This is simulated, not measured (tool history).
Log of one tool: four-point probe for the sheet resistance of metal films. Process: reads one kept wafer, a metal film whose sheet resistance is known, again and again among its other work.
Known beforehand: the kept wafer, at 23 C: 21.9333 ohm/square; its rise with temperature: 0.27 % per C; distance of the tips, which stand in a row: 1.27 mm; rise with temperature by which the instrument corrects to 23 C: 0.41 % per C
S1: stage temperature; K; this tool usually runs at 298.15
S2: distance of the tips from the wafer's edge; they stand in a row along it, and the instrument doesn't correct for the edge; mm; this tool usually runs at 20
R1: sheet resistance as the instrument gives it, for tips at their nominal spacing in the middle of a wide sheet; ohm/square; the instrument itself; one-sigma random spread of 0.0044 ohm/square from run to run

{"run": 1, "hour": 0.0, "S1": 298.15, "S2": 20, "R1": 21.872778}
{"run": 2, "hour": 16.5, "S1": 298.15, "S2": 20, "R1": 21.873965}
{"run": 3, "hour": 51.4, "S1": 298.15, "S2": 20, "R1": 21.868041}
{"run": 4, "hour": 83.8, "S1": 298.15, "S2": 20, "R1": 21.877044}
{"run": 5, "hour": 112.0, "S1": 298.15, "S2": 20, "R1": 21.867039}
{"run": 6, "hour": 135.0, "S1": 298.15, "S2": 20, "R1": 21.871583}
{"run": 7, "hour": 171.0, "S1": 298.15, "S2": 20, "R1": 21.870544}
{"run": 8, "hour": 203.2, "S1": 298.15, "S2": 20, "R1": 21.866061}
{"run": 9, "hour": 227.3, "S1": 291.15, "S2": 20, "R1": 22.105708}
{"hour": 230.8, "done": "stage's thermometer calibrated"}
{"run": 10, "hour": 245.4, "S1": 305.15, "S2": 62, "R1": 21.620779}
{"run": 11, "hour": 269.8, "S1": 293.15, "S2": 4, "R1": 23.116093}
{"hour": 303.2, "done": "stage's thermometer calibrated, once more"}
{"run": 12, "hour": 307.0, "S1": 300.15, "S2": 51, "R1": 21.772036}
{"run": 13, "hour": 325.7, "S1": 294.15, "S2": 20, "R1": 21.999746}
{"run": 14, "hour": 354.7, "S1": 294.15, "S2": 20, "R1": 22.004347}
{"run": 15, "hour": 376.3, "S1": 294.15, "S2": 20, "R1": 22.000573}
{"run": 16, "hour": 392.5, "S1": 294.15, "S2": 20, "R1": 22.007492}
{"run": 17, "hour": 424.6, "S1": 292.15, "S2": 20, "R1": 22.068708}

Forecast each of these 5 alternatives for the next run:
{"run": "A", "hour": 445.1, "S1": 292.15, "S2": 30, "R1": "?"}
{"run": "B", "hour": 445.1, "S1": 294.15, "S2": 20, "R1": "?"}
{"run": "C", "hour": 445.1, "S1": 298.15, "S2": 20, "R1": "?"}
{"run": "D", "hour": 445.1, "S1": 306.15, "S2": 29, "R1": "?"}
{"run": "E", "hour": 445.1, "S1": 302.15, "S2": 3, "R1": "?"}

run=A R1=22.0351
run=B R1=22.006583
run=C R1=21.883612
run=D R1=21.61407
run=E R1=23.602368
Stripped of hidden state, with their random variation kept, the same runs would have yielded:
run=A R1=22.073365
run=B R1=22.044821
run=C R1=21.92169
run=D R1=21.651784
run=E R1=23.643158

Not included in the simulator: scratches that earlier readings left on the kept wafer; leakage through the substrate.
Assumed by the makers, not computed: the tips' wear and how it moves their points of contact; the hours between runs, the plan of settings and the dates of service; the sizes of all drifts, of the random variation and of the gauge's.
